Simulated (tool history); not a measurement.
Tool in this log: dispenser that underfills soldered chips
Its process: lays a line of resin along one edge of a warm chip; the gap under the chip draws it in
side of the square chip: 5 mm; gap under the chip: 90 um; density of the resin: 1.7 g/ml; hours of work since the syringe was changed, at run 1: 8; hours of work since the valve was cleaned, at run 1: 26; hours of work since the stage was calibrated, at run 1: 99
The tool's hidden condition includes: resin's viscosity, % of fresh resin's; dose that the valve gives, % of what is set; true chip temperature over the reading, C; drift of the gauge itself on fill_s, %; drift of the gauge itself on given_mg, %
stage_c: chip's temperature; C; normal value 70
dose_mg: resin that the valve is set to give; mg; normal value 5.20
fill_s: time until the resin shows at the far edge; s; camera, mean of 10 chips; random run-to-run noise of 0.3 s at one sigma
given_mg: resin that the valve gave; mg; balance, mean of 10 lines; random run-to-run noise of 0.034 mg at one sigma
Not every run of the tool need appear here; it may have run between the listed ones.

run   hour  stage_c  dose_mg  hours of work since the syringe was changed  hours of work since the valve was cleaned  hours of work since the stage was calibrated  fill_s  given_mg
  1    0.0       70     5.20                                            8                                         26                                            99     6.4      5.09
       1.9  -- new syringe of resin
  2    9.6       70     5.20                                            5                                         32                                           105     4.7      5.09
      16.9  -- new syringe of resin
  3   20.4       70     5.20                                            2                                         38                                           111     4.5      5.14
  4   25.9       70     5.20                                            6                                         41                                           115     5.0      5.09
      32.1  -- new syringe of resin
  5   34.1       70     5.20                                            1                                         46                                           119     4.0      5.11
  6   43.3       70     5.20                                            7                                         52                                           125     5.5      5.08
      47.4  -- new syringe of resin
  7   52.2       70     4.64                                            3                                         57                                           130     5.1      4.51
      62.3  -- new syringe of resin
  8   64.1       70     5.20                                            1                                         64                                           137     4.2      5.09
  9   68.9       70     5.20                                            4                                         67                                           140     5.4      5.04
      77.5  -- new syringe of resin
 10   79.6       70     6.15                                            1                                         73                                           147     3.4      5.96
 11   85.0       70     6.15                                            5                                         77                                           150     5.1      5.92
      92.4  -- new syringe of resin
 12   94.9       70     4.96                                            2                                         83                                           156     4.7      4.73
 13  105.4       70     4.96                                            8                                         89                                           162     6.5      4.78
     107.1  -- new syringe of resin
 14  114.9       70     4.96                                            5                                         95                                           168     5.0      4.73
     121.7  -- new syringe of resin
 15  124.0       70     4.96                                            1                                        100                                           173     4.2      4.74
 16  132.3       70     4.96                                            6                                        105                                           178     5.8      4.71
     136.8  -- new syringe of resin
 17  137.4       70     5.20                                            0                                        108                                           181     3.8      4.90
 18  149.0       70     5.20                                            7                                        115                                           188     5.9      4.84
     151.7  -- new syringe of resin
     154.9  -- dispensing valve cleaned and set on the balance
 19  161.4       62     5.30                                            5                                          4                                           195     9.0      5.28
     167.3  -- new syringe of resin
 20  171.2       66     5.76                                            2                                         10                                           201     5.1      5.68
 21  180.6       77     5.25                                            8                                         16                                           207     4.7      5.22
     182.5  -- new syringe of resin
 22  186.2       77     5.25                                            2                                         19                                           210     3.0      5.16
 23  193.2       62     5.99                                            7                                         23                                           214     9.1      5.89
     197.4  -- new syringe of resin
 24  202.6       62     5.99                                            3                                         29                                           220     7.5      5.90
     212.0  -- new syringe of resin
 25  214.7       62     5.99                                            2                                         36                                           227     6.9      5.89
 26  223.2       83     6.73                                            7                                         41                                           232     2.8      6.57
     226.9  -- new syringe of resin
 27  228.6       72     6.35                                            1                                         44                                           235     3.3      6.22
 28  239.4       60     5.41                                            8                                         51                                           242    10.7      5.32
     241.5  -- new syringe of resin
 29  244.5       58     5.62                                            2                                         54                                           245     8.2      5.47
 30  250.7       68     5.10                                            6                                         57                                           249     5.9      4.95
     256.7  -- new syringe of resin
 31  260.6       70     4.98                                            2                                         63                                           255     5.0      4.92
 32  266.2       70     6.29                                            6                                         67                                           258     5.5      6.18
     271.4  -- new syringe of resin
 33  271.4       62     6.32                                            0                                         70                                           261     6.1      6.11
 34  282.5       62     6.32                                            7                                         77                                           268     9.3      6.08
     286.9  -- new syringe of resin
 35  290.3       75     5.08                                            2                                         81                                           272     3.4      4.91

What if the next run were any one of these 3? Each begins from the tool's condition after run 35:
  A  298.9       61     6.40                                            7                                         86                                           278       ?         ?
  B  298.9       70     5.81                                            7                                         86                                           278       ?         ?
  C  298.9       66     5.08                                            7                                         86                                           278       ?         ?

run  fill_s  given_mg
  A     9.4      6.14
  B     5.9      5.55
  C     7.8      4.87
With no hidden state in the tool, these same runs would have given:
run  fill_s  given_mg
  A     5.3      6.40
  B     3.3      5.79
  C     4.5      5.08
